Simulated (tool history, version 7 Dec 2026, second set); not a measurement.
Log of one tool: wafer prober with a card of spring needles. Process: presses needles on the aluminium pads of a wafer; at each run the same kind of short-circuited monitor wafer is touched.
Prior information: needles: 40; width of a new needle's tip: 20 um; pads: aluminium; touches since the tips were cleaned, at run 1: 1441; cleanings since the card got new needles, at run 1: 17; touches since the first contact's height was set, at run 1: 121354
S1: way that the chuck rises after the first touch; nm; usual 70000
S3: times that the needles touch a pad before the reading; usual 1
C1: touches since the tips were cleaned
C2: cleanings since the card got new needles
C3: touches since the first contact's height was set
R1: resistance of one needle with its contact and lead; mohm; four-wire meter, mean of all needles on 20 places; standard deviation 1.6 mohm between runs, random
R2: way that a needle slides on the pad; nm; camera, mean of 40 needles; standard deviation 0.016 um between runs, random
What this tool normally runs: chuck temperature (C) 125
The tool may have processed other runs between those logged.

Run 1, day 0: usual settings; C1 1441; C2 17; C3 121354. Result: R1 162 mohm, R2 8790 nm.
At day 0.962: tips cleaned on abrasive film.
Run 2, day 1.075: usual settings but S3 2; C1 680; C2 18; C3 127812. Result: R1 159 mohm, R2 8790 nm.
At day 2.188: tips cleaned on abrasive film.
Run 3, day 2.362: usual settings but S3 2; C1 1069; C2 19; C3 135581. Result: R1 159 mohm, R2 8770 nm.
Run 4, day 3.062: usual settings but S3 2; C1 5304; C2 19; C3 139816. Result: R1 157 mohm, R2 8800 nm.
At day 3.4: tips cleaned on abrasive film.
At day 4.208: height of the first contact set anew.
Run 5, day 4.233: usual settings; C1 4941; C2 20; C3 140. Result: R1 159 mohm, R2 8770 nm.
At day 4.571: tips cleaned on abrasive film.
Run 6, day 5.329: usual settings; C1 4572; C2 21; C3 6742. Result: R1 158 mohm, R2 8800 nm.
At day 5.733: tips cleaned on abrasive film.
Run 7, day 6.2: usual settings; C1 2805; C2 22; C3 11974. Result: R1 159 mohm, R2 8790 nm.

Run 8 is up next; what results do you expect?
At day 6.942: tips cleaned on abrasive film.
Run 8, day 7.571: usual settings; C1 3810; C2 23; C3 20229. Result: R1 ?, R2 ?.

{"run 8": {"R1": 161, "R2": 8770}}
Minus the tool's unlogged condition, the same run would have read R1 161 mohm, R2 8770 nm.
